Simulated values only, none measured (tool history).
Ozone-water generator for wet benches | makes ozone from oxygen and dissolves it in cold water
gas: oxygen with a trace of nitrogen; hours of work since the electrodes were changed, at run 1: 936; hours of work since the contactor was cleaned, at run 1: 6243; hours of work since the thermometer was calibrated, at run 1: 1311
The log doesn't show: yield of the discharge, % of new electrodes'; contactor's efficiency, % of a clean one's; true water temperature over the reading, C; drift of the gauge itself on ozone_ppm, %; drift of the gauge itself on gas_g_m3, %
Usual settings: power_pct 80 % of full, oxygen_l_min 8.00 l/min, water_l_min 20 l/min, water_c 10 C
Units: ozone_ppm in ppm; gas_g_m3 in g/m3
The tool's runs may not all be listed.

run   hour  power_pct  oxygen_l_min  water_l_min  water_c  hours of work since the electrodes were changed  hours of work since the contactor was cleaned  hours of work since the thermometer was calibrated  ozone_ppm  gas_g_m3
  1    0.0         80          8.00           20       10                                              936                                           6243                                                1311       20.4     167.1
  2   36.5         80          8.00           20       10                                              960                                           6267                                                1335       20.2     167.6
  3   78.1         80          8.00           20       10                                              987                                           6294                                                1362       20.8     166.6
  4  136.0         80          8.00           20       10                                             1025                                           6332                                                1400       20.5     165.2
  5  168.4         80          4.84           20       10                                             1046                                           6353                                                1421       19.8     215.7
  6  204.0         80          4.84           20       10                                             1070                                           6376                                                1444       19.8     215.5
  7  239.4         80          6.11           20       10                                             1093                                           6400                                                1467       20.1     191.2
  8  288.2         80          6.11           26        8                                             1125                                           6431                                                1499       16.5     190.3
  9  347.9         80          7.34           20       17                                             1164                                           6470                                                1538       18.1     173.3
 10  376.9         78          7.34           20       17                                             1183                                           6489                                                1557       17.9     170.6
 11  434.2         78          7.34           21       14                                             1220                                           6527                                                1594       17.9     170.7
 12  493.8         80         13.22           20       10                                             1259                                           6566                                                1633       19.6     130.4
 13  538.3         40          7.52           20        9                                             1288                                           6595                                                1662       13.5     113.5
 14  596.6         41          8.00           20       17                                             1326                                           6633                                                1701       11.9     110.4

Measured less the same run without the tool's hidden state. The same run-to-run variation is in both; the gauge's scatter may not be:
run  ozone_ppm  gas_g_m3
  1       -1.1      -1.9
  2       -1.1      -1.9
  3       -1.1      -1.9
  4       -1.1      -2.0
  5       -1.1      -2.7
  6       -1.1      -2.8
  7       -1.2      -2.5
  8       -1.0      -2.6
  9       -1.1      -2.5
 10       -1.0      -2.4
 11       -1.1      -2.5
 12       -1.2      -2.0
 13       -0.7      -1.1
 14       -0.7      -1.1
